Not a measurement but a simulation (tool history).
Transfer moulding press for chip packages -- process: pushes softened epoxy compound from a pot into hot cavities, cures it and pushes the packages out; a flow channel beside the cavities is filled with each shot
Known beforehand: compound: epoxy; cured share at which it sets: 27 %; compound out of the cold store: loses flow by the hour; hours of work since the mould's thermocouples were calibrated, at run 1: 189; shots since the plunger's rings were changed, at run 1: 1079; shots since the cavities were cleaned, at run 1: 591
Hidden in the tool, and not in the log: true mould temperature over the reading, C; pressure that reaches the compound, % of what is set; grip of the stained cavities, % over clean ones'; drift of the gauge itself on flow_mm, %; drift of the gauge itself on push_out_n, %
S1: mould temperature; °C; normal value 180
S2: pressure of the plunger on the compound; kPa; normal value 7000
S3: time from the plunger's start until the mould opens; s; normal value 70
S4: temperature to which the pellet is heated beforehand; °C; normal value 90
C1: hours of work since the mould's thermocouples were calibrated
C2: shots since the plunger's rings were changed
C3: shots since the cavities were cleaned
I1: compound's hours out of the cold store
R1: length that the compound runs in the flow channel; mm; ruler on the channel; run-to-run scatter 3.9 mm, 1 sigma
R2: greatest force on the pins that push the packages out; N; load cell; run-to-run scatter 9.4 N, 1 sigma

run   hour   S1    S2   S3  S4   C1    C2   C3    I1    R1    R2
  1    0.0  180  7000   70  90  189  1079  591  30.1   940   686
      23.4  -- cavities cleaned with cleaning compound and waxed
  2   26.2  180  7000   70  90  208  1538   53  27.4   944   472
  3   61.7  180  7000   71  90  235  2197  712  28.0   935   699
      80.9  -- cavities cleaned with cleaning compound and waxed
  4   88.3  180  7000   70  90  254  2663  137  33.9   917   547
      95.5  -- plunger's sealing rings changed
  5  123.0  180  7000   70  90  279   510  735  13.7  1003   780
     139.8  -- cavities cleaned with cleaning compound and waxed
  6  142.9  180  7580   70  90  293   853   57  34.6   962   473
  7  171.7  180  7580   70  90  315  1388  592  20.5   998   695
     194.8  -- cavities cleaned with cleaning compound and waxed
  8  202.7  180  7000   70  90  338  1936  146  34.7   910   534
  9  220.0  180  7000   70  90  351  2258  468  30.6   923   705
     248.3  -- plunger's sealing rings changed
     252.6  -- cavities cleaned with cleaning compound and waxed
 10  262.2  180  7000   70  90  381   231  178  34.4   930   551
 11  302.3  180  7000   70  90  411   977  924   9.2  1010   870
     307.0  -- cavities cleaned with cleaning compound and waxed
 12  339.4  180  7000   70  96  439  1638  603  28.0   938   725
     345.1  -- mould's thermocouples calibrated
     365.5  -- cavities cleaned with cleaning compound and waxed
 13  382.5  180  6750   70  96   28  2372  315  35.1   882   580
     404.2  -- plunger's sealing rings changed
 14  415.4  180  6750   70  96   51   208  881  28.6   932   730
     422.2  -- cavities cleaned with cleaning compound and waxed
 15  445.0  180  6750   70  96   72   731  425  27.6   939   615
 16  474.3  180  6750   59  92   95  1275  969  45.0   874  1134
     479.3  -- cavities cleaned with cleaning compound and waxed
 17  504.3  180  6750   59  92  117  1804  465  23.4   934  1006
     535.3  -- cavities cleaned with cleaning compound and waxed
 18  544.2  186  5950   70  93  146  2518  165  16.8   863   452
     559.3  -- plunger's sealing rings changed
 19  571.7  180  7000   84  90  165   230  628  12.5  1009   579
     594.1  -- cavities cleaned with cleaning compound and waxed
 20  594.5  180  7000   84  90  182   627    8  26.7   958   352
 21  632.0  180  5830   84  90  211  1323  704  39.7   828   590
     650.1  -- cavities cleaned with cleaning compound and waxed
 22  661.2  180  7000   59  90  232  1837  206  21.3   959   864
 23  691.8  180  6210   59  98  255  2406  775  14.3   926  1121
     705.0  -- cavities cleaned with cleaning compound and waxed
     714.8  -- plunger's sealing rings changed
 24  721.1  182  5950   70  95  275   117  253  27.7   874   500
 25  746.9  182  5950   70  83  295   595  731  13.3   922   711
     764.6  -- cavities cleaned with cleaning compound and waxed
 26  782.5  175  5910  105  82  321  1230  332  24.0   896   476
     819.2  -- cavities cleaned with cleaning compound and waxed
 27  823.5  172  5910  105  93  351  1964   80  30.4   878   391

3 options for the next run, each taken on its own from the tool as it stands now. Forecast them:
  A  858.4  172  5910   89  96  378  2612  728  22.1   ?   ?
  B  858.4  180  8020   70  99  378  2612  728   9.2   ?   ?
  C  858.4  180  5910  105  87  378  2612  728  38.0   ?   ?

run    R1   R2
  A   901  729
  B  1062  769
  C   823  567
With the hidden condition removed and each run's random variation left untouched, the same runs would have given:
run    R1   R2
  A   930  408
  B  1098  430
  C   851  331

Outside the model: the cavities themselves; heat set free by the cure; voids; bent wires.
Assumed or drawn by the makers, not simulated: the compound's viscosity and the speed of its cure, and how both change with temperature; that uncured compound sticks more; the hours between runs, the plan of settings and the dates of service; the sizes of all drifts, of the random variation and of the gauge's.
